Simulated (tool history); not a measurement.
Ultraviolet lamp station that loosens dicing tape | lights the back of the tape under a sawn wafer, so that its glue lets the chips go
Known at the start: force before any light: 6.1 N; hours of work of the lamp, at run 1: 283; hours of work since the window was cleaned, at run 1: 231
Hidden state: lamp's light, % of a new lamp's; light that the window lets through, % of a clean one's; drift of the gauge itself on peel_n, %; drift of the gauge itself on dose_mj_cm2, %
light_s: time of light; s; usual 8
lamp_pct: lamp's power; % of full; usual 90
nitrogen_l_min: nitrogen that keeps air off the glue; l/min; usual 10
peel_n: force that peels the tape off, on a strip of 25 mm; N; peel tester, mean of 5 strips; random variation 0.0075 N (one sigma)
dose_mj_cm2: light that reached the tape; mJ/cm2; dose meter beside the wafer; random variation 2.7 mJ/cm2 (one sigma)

run   hour  light_s  lamp_pct  nitrogen_l_min  hours of work of the lamp  hours of work since the window was cleaned  peel_n  dose_mj_cm2
  1    0.0        8        90              10                        283                                         231   0.333          283
  2   22.1        8        90              10                        296                                         244   0.348          286
  3   41.0        8        90              10                        307                                         255   0.343          279
  4   54.3       11        90              10                        315                                         263   0.253          382
  5   68.1        8        90              10                        324                                         271   0.352          275
  6   97.4        8        90              10                        341                                         289   0.360          272
  7  128.8        8        90              10                        360                                         307   0.375          268
  8  152.9        8        90              10                        374                                         322   0.376          263
  9  174.2        8        90              10                        387                                         335   0.383          261
 10  192.4        8        90              10                        398                                         345   0.370          257
 11  217.1        8        70              10                        413                                         360   0.569          202
 12  239.6        8        70              10                        426                                         374   0.598          202
 13  255.3        8        90              10                        435                                         383   0.395          253
 14  271.9        8        90              10                        445                                         393   0.408          253
 15  299.6        8        90              10                        462                                         409   0.411          248
 16  318.9        8        90              10                        473                                         421   0.393          250
     322.3  -- window cleaned of glue's vapour
 17  345.5        8        90              10                        489                                          14   0.448          237
     368.5  -- window cleaned of glue's vapour, once more
 18  371.8        8        73              10                        504                                           2   0.528          220
 19  402.1        8        73              10                        522                                          20   0.507          219
 20  418.4        8        73              10                        532                                          30   0.533          218
 21  447.4        8        90              15                        549                                          47   0.350          256
 22  461.9       15        86              15                        558                                          56   0.250          463
 23  476.2       15        86              15                        566                                          64   0.246          456
 24  494.3       15        86              15                        577                                          75   0.258          457
 25  526.0        9        78               4                        596                                          94   0.619          245
 26  545.8        8        67               4                        608                                         106   1.006          182
 27  564.6       15        66              15                        619                                         117   0.280          335
     576.9  -- lamp changed
 28  590.7        5        90              18                          8                                         132   0.463          209
 29  617.7        5        64              10                         24                                         148   1.001          149
 30  645.2        5        64              10                         41                                         164   0.990          145
 31  670.0        8        92               6                         56                                         179   0.324          336
 32  696.3        8        90               8                         71                                         195   0.318          322
 33  724.5        7        90               8                         88                                         212   0.372          279
 34  747.6        8        92              10                        102                                         226   0.307          323
 35  764.0        8        92              10                        112                                         235   0.307          323
 36  786.8        8        82              10                        125                                         249   0.346          283
 37  815.1        4        73              12                        142                                         266   1.200          123
 38  830.7        6        88               7                        151                                         275   0.593          217
 39  847.8        6        95               6                        162                                         285   0.564          236
 40  863.6        7        65               5                        171                                         295   0.847          191
 41  892.6        7        62               5                        188                                         312   0.945          180
 42  919.4       11        91              15                        204                                         328   0.250          400

Forecast each of these 5 alternatives for the next run:
  A  939.3        4        99              19                        216                                         340       ?            ?
  B  939.3       15        75              15                        216                                         340       ?            ?
  C  939.3       15        75               5                        216                                         340       ?            ?
  D  939.3        8        91               6                        216                                         340       ?            ?
  E  939.3       13        77               4                        216                                         340       ?            ?

run  peel_n  dose_mj_cm2
  A   0.721          157
  B   0.233          449
  C   0.267          448
  D   0.399          295
  E   0.305          401
Without the tool's hidden state the same runs would have given:
run  peel_n  dose_mj_cm2
  A   0.517          192
  B   0.228          547
  C   0.248          546
  D   0.313          359
  E   0.263          488
